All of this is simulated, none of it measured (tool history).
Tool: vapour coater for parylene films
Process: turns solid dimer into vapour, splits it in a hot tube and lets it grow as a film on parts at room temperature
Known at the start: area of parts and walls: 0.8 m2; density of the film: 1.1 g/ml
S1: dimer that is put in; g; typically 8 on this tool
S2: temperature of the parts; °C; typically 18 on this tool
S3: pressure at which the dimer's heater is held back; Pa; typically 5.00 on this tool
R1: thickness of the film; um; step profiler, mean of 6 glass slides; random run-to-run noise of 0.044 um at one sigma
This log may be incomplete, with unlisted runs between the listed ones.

run 1 hour=0.0 | S1=8 S2=18 S3=5.00 | R1=4.73
run 2 hour=10.4 | S1=8 S2=18 S3=5.00 | R1=4.71
run 3 hour=16.8 | S1=8 S2=18 S3=5.00 | R1=4.66
run 4 hour=23.3 | S1=8 S2=18 S3=5.00 | R1=4.62
run 5 hour=34.0 | S1=8 S2=17 S3=5.00 | R1=4.77
run 6 hour=43.0 | S1=8 S2=18 S3=5.00 | R1=4.72
run 7 hour=57.1 | S1=8 S2=18 S3=5.00 | R1=4.65
run 8 hour=69.1 | S1=8 S2=18 S3=5.00 | R1=4.61
run 9 hour=84.0 | S1=8 S2=18 S3=5.00 | R1=4.57
run 10 hour=99.6 | S1=8 S2=18 S3=5.00 | R1=4.60
run 11 hour=107.1 | S1=8 S2=18 S3=5.00 | R1=4.58
run 12 hour=115.8 | S1=8 S2=18 S3=5.00 | R1=4.59
run 13 hour=129.9 | S1=8 S2=18 S3=5.00 | R1=4.57
run 14 hour=140.7 | S1=8 S2=22 S3=5.00 | R1=4.23
run 15 hour=147.8 | S1=8 S2=15 S3=5.00 | R1=4.90
run 16 hour=162.8 | S1=8 S2=18 S3=8.09 | R1=4.30
run 17 hour=172.5 | S1=8 S2=18 S3=8.09 | R1=4.39
run 18 hour=182.5 | S1=6 S2=18 S3=8.09 | R1=3.18
run 19 hour=196.1 | S1=8 S2=26 S3=4.58 | R1=3.86
run 20 hour=210.5 | S1=8 S2=21 S3=9.69 | R1=3.90
run 21 hour=219.9 | S1=9 S2=29 S3=5.00 | R1=4.02
run 22 hour=231.9 | S1=9 S2=29 S3=5.00 | R1=3.96
run 23 hour=243.3 | S1=9 S2=18 S3=7.06 | R1=4.89
run 24 hour=250.9 | S1=8 S2=30 S3=8.11 | R1=3.27
run 25 hour=258.0 | S1=8 S2=13 S3=2.72 | R1=5.43
run 26 hour=264.9 | S1=7 S2=13 S3=2.26 | R1=4.87
run 27 hour=273.6 | S1=7 S2=13 S3=2.24 | R1=4.90
run 28 hour=280.4 | S1=3 S2=13 S3=10.96 | R1=1.68
run 29 hour=289.1 | S1=8 S2=10 S3=5.00 | R1=5.37
run 30 hour=300.8 | S1=6 S2=18 S3=3.45 | R1=3.51
run 31 hour=312.3 | S1=6 S2=18 S3=3.45 | R1=3.49
run 32 hour=327.5 | S1=6 S2=18 S3=3.45 | R1=3.59

Pick out some run-to-run changes in R1. Of each, how much would a tool without hidden state show as well, from the settings, what came in and chance, and how much is left for the hidden state and any gauge scatter not in both results compared?
Unlogged tool condition in this case: vapour lost through the trap's worn valve, %; true temperature of the parts over the reading, C; drift of the gauge itself on film_um, %.
Run 24 -> 25: S2 30 -> 13, S3 8.11 -> 2.72. R1 +2.16 um: hidden state -0.20, all else +2.36.
Run 27 -> 28: S1 7 -> 3, S3 2.24 -> 10.96. R1 -3.22 um: hidden state +0.28, all else -3.50.
Run 28 -> 29: S1 3 -> 8, S2 13 -> 10, S3 10.96 -> 5.00. R1 +3.69 um: hidden state -0.34, all else +4.03.

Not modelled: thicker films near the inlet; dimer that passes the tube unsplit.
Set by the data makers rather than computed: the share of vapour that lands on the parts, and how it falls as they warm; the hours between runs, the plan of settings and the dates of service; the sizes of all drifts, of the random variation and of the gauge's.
